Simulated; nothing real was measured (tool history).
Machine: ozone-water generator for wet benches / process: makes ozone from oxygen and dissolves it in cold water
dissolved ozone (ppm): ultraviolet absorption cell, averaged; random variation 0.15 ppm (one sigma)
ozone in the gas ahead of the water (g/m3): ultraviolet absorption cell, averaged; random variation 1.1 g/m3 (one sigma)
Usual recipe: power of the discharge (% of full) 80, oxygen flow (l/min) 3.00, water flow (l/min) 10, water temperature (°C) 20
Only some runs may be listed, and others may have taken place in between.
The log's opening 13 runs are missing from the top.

run,hour,power of the discharge (% of full),oxygen flow (l/min),water flow (l/min),water temperature (°C),hours of work since the electrodes were changed,hours of work since the contactor was cleaned,hours of work since the thermometer was calibrated,dissolved ozone (ppm),ozone in the gas ahead of the water (g/m3)
14,1249.8,80,3.89,10,20,1586,626,1447,17.9,169.1
15,1317.6,80,3.89,10,20,1632,672,1493,18.0,169.8
16,1399.2,80,3.00,6,20,1687,727,1548,27.3,198.5
17,1521.0,80,3.00,6,20,1769,809,1631,27.5,198.8
18,1589.2,80,3.00,6,20,1815,855,1677,27.3,198.1
19,1653.3,88,3.00,10,21,1859,899,1720,19.6,214.1
20,1715.9,44,5.14,10,13,1901,941,1762,12.3,91.5
21,1809.0,44,1.92,6,23,1964,1004,1825,18.2,168.4
22,1877.2,44,1.92,6,23,2010,1050,1872,18.4,170.1
23,1980.9,77,4.20,13,20,2080,1120,1942,13.9,157.3
24,2088.4,46,5.08,9,18,2153,1193,2014,12.5,96.1
25,2167.9,46,3.00,10,15,2207,1246,2068,13.4,133.2
26,2230.4,80,5.04,10,20,2249,1289,2110,16.9,145.6
27,2334.5,80,1.85,10,20,2319,1359,2181,19.6,272.8
28,2406.4,80,1.85,10,20,2368,1408,2229,19.0,273.8
# hour 2446.6: gauge calibrated
29,2525.1,80,2.23,10,20,2448,1488,2310,19.2,237.7
30,2578.3,80,1.63,11,20,2484,1524,2345,17.7,285.8
31,2694.0,80,1.63,11,20,2562,1602,2424,17.4,286.6
32,2776.7,81,2.90,10,20,2618,1658,2480,18.8,203.5
33,2883.8,74,3.00,13,13,2691,1730,2552,15.5,186.3
34,2995.7,47,3.00,10,20,2766,1806,2628,12.8,132.4

Predict each of these 3 candidate next runs independently; none follows another, all start after run 34:
A,3049.6,46,3.00,10,16,2803,1843,2664,?,?
B,3049.6,80,3.08,10,20,2803,1843,2664,?,?
C,3049.6,80,3.00,14,20,2803,1843,2664,?,?

run,dissolved ozone (ppm),ozone in the gas ahead of the water (g/m3)
A,13.2,129.8
B,18.5,195.3
C,13.7,197.6
With no hidden state in the tool, these same runs would have given:
run,dissolved ozone (ppm),ozone in the gas ahead of the water (g/m3)
A,13.2,128.9
B,18.5,194.1
C,13.7,196.4
